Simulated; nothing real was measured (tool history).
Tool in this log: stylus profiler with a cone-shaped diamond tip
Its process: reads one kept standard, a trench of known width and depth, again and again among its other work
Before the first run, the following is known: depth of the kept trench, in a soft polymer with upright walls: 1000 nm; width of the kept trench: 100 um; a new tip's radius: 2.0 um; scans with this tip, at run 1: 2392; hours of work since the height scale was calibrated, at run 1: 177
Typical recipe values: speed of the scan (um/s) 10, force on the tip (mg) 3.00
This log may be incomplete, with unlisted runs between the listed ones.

run     day  speed of the scan (um/s)  force on the tip (mg)  scans with this tip  hours of work since the height scale was calibrated  depth of the trench (nm)  width of the trench's floor (nm)
  1   0.000                        10                   3.00                 2392                                                  177                   1014.72                             96040
  2   3.162                        10                   3.96                 2987                                                  222                   1017.65                             95980
  3   6.929                        10                   3.96                 3695                                                  274                   1017.58                             95850
  4  10.142                        12                   3.96                 4299                                                  319                   1017.20                             95770
  5  12.917                        10                   2.26                 4820                                                  358                   1011.54                             95670
  6  14.912                        10                   2.26                 5195                                                  385                   1011.35                             95630
  7  18.138                        10                   8.35                 5802                                                  430                   1028.50                             95580
  8  22.183                        24                   3.00                 6562                                                  487                   1013.40                             95440
  9  25.321                        24                   3.00                 7152                                                  531                   1013.56                             95340
 10  28.921                        14                   4.17                 7829                                                  581                   1016.58                             95260
 11  31.817                        23                   8.97                 8373                                                  621                   1029.09                             95250
 12  34.296                        10                   2.78                 8839                                                  656                   1012.09                             95210
 13  38.262                         8                   1.36                 9585                                                  711                   1006.19                             95090
 14  40.983                        19                   1.17                10096                                                  749                   1005.86                             94940
 15  45.488                        19                   1.17                10943                                                  812                   1004.80                             94890
 16  48.638                         8                   2.54                11535                                                  856                   1010.19                             94920
 17  52.083                         2                   1.65                12183                                                  904                   1006.31                             94820

Below are 3 alternative next runs, each starting from the tool's condition after run 17. Predict each:
  A  56.529                        23                   1.65                13019                                                  966                         ?                                 ?
  B  56.529                        10                   1.96                13019                                                  966                         ?                                 ?
  C  56.529                        10                   2.81                13019                                                  966                         ?                                 ?

run  depth of the trench (nm)  width of the trench's floor (nm)
  A                   1006.35                             94610
  B                   1007.09                             94700
  C                   1010.32                             94670
With no hidden state in the tool, these same runs would have given:
run  depth of the trench (nm)  width of the trench's floor (nm)
  A                   1010.23                             96420
  B                   1010.98                             96510
  C                   1014.22                             96480
